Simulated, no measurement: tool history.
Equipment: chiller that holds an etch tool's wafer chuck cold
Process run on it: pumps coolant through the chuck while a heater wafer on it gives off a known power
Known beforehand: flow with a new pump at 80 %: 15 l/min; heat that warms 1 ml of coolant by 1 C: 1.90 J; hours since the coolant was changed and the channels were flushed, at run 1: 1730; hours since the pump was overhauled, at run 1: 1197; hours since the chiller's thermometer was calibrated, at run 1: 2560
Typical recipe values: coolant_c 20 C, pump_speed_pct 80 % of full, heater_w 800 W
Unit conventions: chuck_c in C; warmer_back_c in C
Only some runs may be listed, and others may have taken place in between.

run,hour,coolant_c,pump_speed_pct,heater_w,hours since the coolant was changed and the channels were flushed,hours since the pump was overhauled,hours since the chiller's thermometer was calibrated,chuck_c,warmer_back_c
1,0.0,20,80,800,1730,1197,2560,27.6,1.66
2,86.1,21,80,800,1816,1284,2646,28.6,1.71
3,212.0,27,80,800,1942,1409,2772,34.6,1.72
4,393.0,27,80,800,2123,1591,2953,34.7,1.70
5,492.8,15,80,800,2222,1690,3052,22.6,1.74
6,663.3,15,80,800,2393,1861,3223,22.8,1.73
# hour 707.0: chiller's thermometer calibrated
7,804.7,15,80,1168,2533,2001,98,25.9,2.51
8,958.9,15,80,1168,2687,2155,252,26.0,2.53
9,1124.6,20,80,800,2853,2321,418,27.5,1.73
10,1230.2,20,74,800,2959,2427,523,28.0,1.96
11,1338.9,20,74,800,3068,2535,632,27.9,1.93
12,1449.5,20,74,800,3178,2646,742,27.8,1.93
13,1609.0,20,80,800,3338,2806,902,27.6,1.79
14,1758.5,20,80,800,3487,2955,1051,27.7,1.84
# hour 1825.5: coolant changed, channels flushed
15,1878.6,20,80,800,53,3069,1166,27.6,1.77
16,1969.9,20,80,800,144,3160,1257,27.7,1.81
17,2126.7,20,80,800,301,3317,1414,27.7,1.84
18,2321.7,20,86,1159,496,3512,1609,30.5,2.44
19,2519.5,14,91,526,694,3710,1806,18.6,1.11
20,2684.0,14,91,526,859,3874,1971,18.7,1.13
21,2830.5,23,91,526,1005,4021,2117,27.7,1.15
22,3014.5,18,91,485,1189,4205,2301,22.4,1.08
23,3120.2,18,91,485,1295,4311,2407,22.2,1.09
24,3315.5,18,91,485,1490,4506,2602,22.2,1.11
25,3509.1,17,80,452,1684,4700,2796,21.5,1.20
26,3644.6,17,80,452,1819,4835,2932,21.2,1.20
27,3816.7,11,91,662,1991,5007,3104,16.8,1.49
# hour 3980.0: chiller's thermometer calibrated
28,4019.1,11,91,662,2193,5209,39,16.8,1.47
29,4113.2,20,80,448,2287,5303,133,24.2,1.26
30,4202.9,12,80,683,2376,5392,223,18.5,1.75
31,4316.1,12,80,683,2490,5506,336,18.4,1.71

Selected run-to-run steps in warmer_back_c, each split into two signed amounts: the part the tool would show with no hidden state at all (from settings, incoming material and random variation), and the remainder, which goes to the hidden state together with any gauge scatter not common to the measured and the hidden-state-free results:
Hidden state at play: heat passed by the chuck's channels, % of clean ones'; flow at a given pump speed, % of a new pump's; coolant's true temperature over the reading, C; drift of the gauge itself on chuck_c, C; drift of the gauge itself on warmer_back_c, C.
Run 4 -> 5: coolant_c 27 -> 15. warmer_back_c +0.04 C: hidden state +0.02, all else +0.02.
Run 6 -> 7: heater_w 800 -> 1168, chiller's thermometer calibrated. warmer_back_c +0.78 C: hidden state +0.01, all else +0.77.
Run 8 -> 9: coolant_c 15 -> 20, heater_w 1168 -> 800. warmer_back_c -0.80 C: hidden state +0.01, all else -0.81.
Run 18 -> 19: coolant_c 20 -> 14, pump_speed_pct 86 -> 91, heater_w 1159 -> 526. warmer_back_c -1.33 C: hidden state +0.01, all else -1.34.
Run 24 -> 25: coolant_c 18 -> 17, pump_speed_pct 91 -> 80, heater_w 485 -> 452. warmer_back_c +0.09 C: hidden state +0.02, all else +0.07.
Run 27 -> 28: chiller's thermometer calibrated. warmer_back_c -0.02 C: hidden state +0.02, all else -0.04.
